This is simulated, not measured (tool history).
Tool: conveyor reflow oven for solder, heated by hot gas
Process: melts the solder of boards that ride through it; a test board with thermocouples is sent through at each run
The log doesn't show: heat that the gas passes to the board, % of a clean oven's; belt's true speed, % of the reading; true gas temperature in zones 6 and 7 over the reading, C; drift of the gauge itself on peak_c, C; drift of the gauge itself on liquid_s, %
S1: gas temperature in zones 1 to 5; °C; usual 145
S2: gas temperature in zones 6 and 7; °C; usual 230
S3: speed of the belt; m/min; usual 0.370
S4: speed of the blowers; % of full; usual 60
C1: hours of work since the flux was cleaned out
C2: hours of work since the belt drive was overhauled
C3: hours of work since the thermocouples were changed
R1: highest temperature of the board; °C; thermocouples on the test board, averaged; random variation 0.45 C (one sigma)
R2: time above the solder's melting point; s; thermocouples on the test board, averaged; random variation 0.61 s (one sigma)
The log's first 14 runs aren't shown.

run,hour,S1,S2,S3,S4,C1,C2,C3,R1,R2
15,131.9,145,230,0.370,52,60,282,446,214.6,85.1
16,142.5,145,230,0.370,69,67,289,453,217.3,90.5
17,154.9,145,224,0.397,69,75,297,461,210.6,76.6
18,167.1,145,230,0.370,78,83,305,469,218.3,92.8
19,178.0,132,226,0.370,52,91,312,476,207.4,70.4
20,189.0,149,230,0.370,82,98,320,484,219.3,94.9
21,195.3,145,230,0.370,69,102,324,488,217.2,91.2
22,206.3,145,230,0.351,74,109,331,495,219.3,98.6
23,217.7,130,230,0.415,57,117,339,503,207.8,60.0
24,228.3,139,229,0.425,74,124,346,510,212.3,68.7
25,234.2,145,238,0.370,60,128,350,514,222.4,94.2
26,246.8,145,238,0.368,60,136,358,522,223.0,95.7
27,253.9,145,238,0.368,60,141,363,527,222.5,96.7
28,264.7,134,241,0.440,80,148,370,534,221.5,74.0

Run 29 comes next. What will it give?
29,272.8,156,241,0.409,80,154,375,540,?,?

R1: 226.9 °C
R2: 95.7 s
Without the tool's hidden state the same run would have given R1 228.9 °C, R2 96.4 s.
